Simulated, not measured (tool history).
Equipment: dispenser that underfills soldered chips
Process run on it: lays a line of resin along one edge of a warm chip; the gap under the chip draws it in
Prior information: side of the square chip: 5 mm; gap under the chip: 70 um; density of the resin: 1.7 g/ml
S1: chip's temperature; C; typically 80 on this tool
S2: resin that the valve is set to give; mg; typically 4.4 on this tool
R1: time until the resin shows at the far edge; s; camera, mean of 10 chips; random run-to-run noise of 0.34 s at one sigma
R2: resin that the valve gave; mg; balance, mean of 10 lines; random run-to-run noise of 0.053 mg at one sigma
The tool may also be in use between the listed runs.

run   hour  S1    S2    R1    R2
  1      0  80   4.4  18.9   4.3
  2    4.5  80   4.4  21.3  4.33
  3   10.1  80   4.4  19.1  4.22
  4   17.3  80   4.4  24.2  4.18
  5   23.6  80   4.4  20.7  4.25
  6   30.9  80   4.4  20.5  4.21
  7   37.3  88   4.4    12  4.19
  8   40.9  80  4.89    20  4.64
  9   48.4  80  4.89  19.4  4.59
 10   56.3  80  4.89  18.7  4.69
 11   59.9  80  4.89    22  4.55
 12   64.3  70   4.4  41.6  4.07
 13     72  74   4.4    32  4.03
 14   76.6  80  4.53  20.1  4.12
 15     80  71   4.4  35.9  4.07
 16   88.1  78  5.05  23.8  4.57
 17   92.4  78  5.05  25.9  4.51
 18     97  78  5.05  22.4  4.61
 19  101.9  67  5.48  47.5  4.89
 20  109.7  88  5.36  14.7  5.36
 21  113.3  93   4.4  12.7  4.36
 22  118.3  93   4.2  11.7  4.19
 23    125  76  4.56  24.2  4.46
 24  128.3  67  5.66  42.1  5.51
 25  136.5  80  5.34  19.8  5.27
 26  142.1  85  4.12  19.3  4.04
 27  146.3  78   5.6  22.8  5.56
 28  151.1  78   5.6  27.1  5.44
 29  159.6  94  5.55    12  5.34
 30  166.8  72  3.87  35.4  3.66

Taken out of this log: 18 entries between the listed runs. Where each belongs, and how the hidden state differs across it:
Runs 2 to 3: new syringe of resin (hour 8.7)
  resin's viscosity, % of fresh resin's: 116.9 -> 105.9; dose that the valve gives, % of what is set: 96.77 -> 96.41; true chip temperature over the reading, C: -1.86 -> -1.88
  measured less the result without the state, R1: +4.8 -> +2.9 s; R2: -0.14 -> -0.16 mg
Runs 4 to 5: new syringe of resin (hour 18.2)
  resin's viscosity, % of fresh resin's: 132.7 -> 115.7; dose that the valve gives, % of what is set: 95.95 -> 95.61; true chip temperature over the reading, C: -1.92 -> -1.96
  measured less the result without the state, R1: +7.9 -> +4.7 s; R2: -0.18 -> -0.19 mg
Runs 5 to 6: new syringe of resin (hour 27.5)
  resin's viscosity, % of fresh resin's: 115.7 -> 112; dose that the valve gives, % of what is set: 95.61 -> 95.15; true chip temperature over the reading, C: -1.96 -> -1.99
  measured less the result without the state, R1: +4.7 -> +4.1 s; R2: -0.19 -> -0.22 mg
Runs 6 to 7: new syringe of resin (hour 37.2)
  resin's viscosity, % of fresh resin's: 112 -> 99.4; dose that the valve gives, % of what is set: 95.15 -> 94.79; true chip temperature over the reading, C: -1.99 -> -2.03
  measured less the result without the state, R1: +4.1 -> +1.2 s; R2: -0.22 -> -0.23 mg
Runs 8 to 9: new syringe of resin (hour 46.5)
  resin's viscosity, % of fresh resin's: 111 -> 106.2; dose that the valve gives, % of what is set: 94.57 -> 94.09; true chip temperature over the reading, C: -2.05 -> -2.09
  measured less the result without the state, R1: +3.9 -> +3.1 s; R2: -0.26 -> -0.29 mg
Runs 9 to 10: new syringe of resin (hour 56.1)
  resin's viscosity, % of fresh resin's: 106.2 -> 100.6; dose that the valve gives, % of what is set: 94.09 -> 93.66; true chip temperature over the reading, C: -2.09 -> -2.13
  measured less the result without the state, R1: +3.1 -> +2.2 s; R2: -0.29 -> -0.31 mg
Runs 12 to 13: new syringe of resin (hour 65.6)
  resin's viscosity, % of fresh resin's: 129.5 -> 122.7; dose that the valve gives, % of what is set: 93.15 -> 92.66; true chip temperature over the reading, C: -2.18 -> -2.22
  measured less the result without the state, R1: +13.3 -> +9.1 s; R2: -0.3 -> -0.32 mg
Runs 13 to 14: new syringe of resin (hour 75.3)
  resin's viscosity, % of fresh resin's: 122.7 -> 105.9; dose that the valve gives, % of what is set: 92.66 -> 92.4; true chip temperature over the reading, C: -2.22 -> -2.25
  measured less the result without the state, R1: +9.1 -> +3.4 s; R2: -0.32 -> -0.34 mg
Runs 15 to 16: new syringe of resin (hour 84.5)
  resin's viscosity, % of fresh resin's: 117.6 -> 112.4; dose that the valve gives, % of what is set: 92.2 -> 91.73; true chip temperature over the reading, C: -2.27 -> -2.31
  measured less the result without the state, R1: +9.3 -> +5.1 s; R2: -0.34 -> -0.42 mg
Runs 17 to 18: new syringe of resin (hour 94.5)
  resin's viscosity, % of fresh resin's: 128.4 -> 108.6; dose that the valve gives, % of what is set: 91.46 -> 91.2; true chip temperature over the reading, C: -2.33 -> -2.35
  measured less the result without the state, R1: +8.3 -> +4.3 s; R2: -0.43 -> -0.45 mg
Runs 19 to 20: new syringe of resin (hour 103.9); dispensing valve cleaned and set on the balance (hour 107.4)
  resin's viscosity, % of fresh resin's: 126.6 -> 116.7; dose that the valve gives, % of what is set: 90.91 -> 99.87; true chip temperature over the reading, C: -2.38 -> -2.42
  measured less the result without the state, R1: +14.9 -> +3.4 s; R2: -0.5 -> -0.01 mg
Runs 21 to 22: new syringe of resin (hour 114.3)
  resin's viscosity, % of fresh resin's: 131 -> 112.6; dose that the valve gives, % of what is set: 99.62 -> 99.32; true chip temperature over the reading, C: -2.44 -> -2.46
  measured less the result without the state, R1: +4.2 -> +2.4 s; R2: -0.02 -> -0.02 mg
Runs 22 to 23: new syringe of resin (hour 124.1)
  resin's viscosity, % of fresh resin's: 112.6 -> 103.7; dose that the valve gives, % of what is set: 99.32 -> 98.92; true chip temperature over the reading, C: -2.46 -> -2.5
  measured less the result without the state, R1: +2.4 -> +3.7 s; R2: -0.02 -> -0.05 mg
Runs 24 to 25: new syringe of resin (hour 133.7)
  resin's viscosity, % of fresh resin's: 115.3 -> 109.2; dose that the valve gives, % of what is set: 98.69 -> 98.18; true chip temperature over the reading, C: -2.52 -> -2.57
  measured less the result without the state, R1: +10.4 -> +3.9 s; R2: -0.07 -> -0.1 mg
Runs 26 to 27: new syringe of resin (hour 143.2)
  resin's viscosity, % of fresh resin's: 130.1 -> 111.1; dose that the valve gives, % of what is set: 97.83 -> 97.57; true chip temperature over the reading, C: -2.6 -> -2.62
  measured less the result without the state, R1: +6.3 -> +4.9 s; R2: -0.09 -> -0.14 mg
Runs 28 to 29: new syringe of resin (hour 152.6)
  resin's viscosity, % of fresh resin's: 129.1 -> 126; dose that the valve gives, % of what is set: 97.25 -> 96.74; true chip temperature over the reading, C: -2.65 -> -2.7
  measured less the result without the state, R1: +8.8 -> +3.5 s; R2: -0.15 -> -0.18 mg
Runs 29 to 30: new syringe of resin (hour 162.1)
  resin's viscosity, % of fresh resin's: 126 -> 115.5; dose that the valve gives, % of what is set: 96.74 -> 96.32; true chip temperature over the reading, C: -2.7 -> -2.73
  measured less the result without the state, R1: +3.5 -> +9.3 s; R2: -0.18 -> -0.14 mg
